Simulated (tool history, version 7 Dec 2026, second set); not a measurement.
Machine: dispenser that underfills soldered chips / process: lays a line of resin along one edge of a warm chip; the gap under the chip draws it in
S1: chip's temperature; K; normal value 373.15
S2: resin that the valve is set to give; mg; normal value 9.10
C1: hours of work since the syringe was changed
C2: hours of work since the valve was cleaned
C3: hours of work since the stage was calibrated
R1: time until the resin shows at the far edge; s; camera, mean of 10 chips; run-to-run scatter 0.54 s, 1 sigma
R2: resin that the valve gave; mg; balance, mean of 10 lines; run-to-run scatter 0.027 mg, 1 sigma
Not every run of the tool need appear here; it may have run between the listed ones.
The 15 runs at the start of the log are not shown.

{"hour": 126.6, "done": "new syringe of resin"}
{"run": 16, "hour": 126.8, "S1": 373.15, "S2": 9.1, "C1": 0, "C2": 70, "C3": 116, "R1": 48.0, "R2": 8.71}
{"run": 17, "hour": 140.0, "S1": 373.15, "S2": 11.62, "C1": 8, "C2": 78, "C3": 124, "R1": 60.4, "R2": 11.03}
{"hour": 140.9, "done": "new syringe of resin"}
{"run": 18, "hour": 152.9, "S1": 373.15, "S2": 8.79, "C1": 7, "C2": 86, "C3": 131, "R1": 61.6, "R2": 8.33}
{"hour": 155.4, "done": "new syringe of resin"}
{"run": 19, "hour": 158.8, "S1": 373.15, "S2": 10.23, "C1": 2, "C2": 89, "C3": 135, "R1": 50.2, "R2": 9.63}
{"hour": 165.6, "done": "dispensing valve cleaned and set on the balance"}
{"run": 20, "hour": 168.2, "S1": 374.15, "S2": 9.46, "C1": 7, "C2": 2, "C3": 140, "R1": 57.5, "R2": 9.41}
{"hour": 170.7, "done": "new syringe of resin"}
{"run": 21, "hour": 179.3, "S1": 361.15, "S2": 9.9, "C1": 5, "C2": 8, "C3": 146, "R1": 95.4, "R2": 9.86}
{"hour": 185.1, "done": "new syringe of resin"}
{"run": 22, "hour": 191.0, "S1": 361.15, "S2": 9.9, "C1": 4, "C2": 15, "C3": 153, "R1": 87.5, "R2": 9.74}
{"hour": 199.5, "done": "new syringe of resin"}
{"run": 23, "hour": 201.6, "S1": 382.15, "S2": 9.71, "C1": 1, "C2": 21, "C3": 159, "R1": 35.2, "R2": 9.59}
{"run": 24, "hour": 212.4, "S1": 369.15, "S2": 9.46, "C1": 8, "C2": 28, "C3": 166, "R1": 73.8, "R2": 9.34}
{"hour": 214.8, "done": "new syringe of resin"}
{"run": 25, "hour": 225.3, "S1": 360.15, "S2": 10.51, "C1": 6, "C2": 35, "C3": 173, "R1": 102.7, "R2": 10.28}

Forecast run 26:
{"hour": 230.0, "done": "new syringe of resin"}
{"run": 26, "hour": 234.3, "S1": 367.15, "S2": 10.57, "C1": 3, "C2": 40, "C3": 179, "R1": "?", "R2": "?"}

{"run 26": {"R1": 66.9, "R2": 10.34}}
If the tool had no hidden condition, the same run with the same run-to-run variation would have returned R1 57.0 s, R2 10.60 mg.
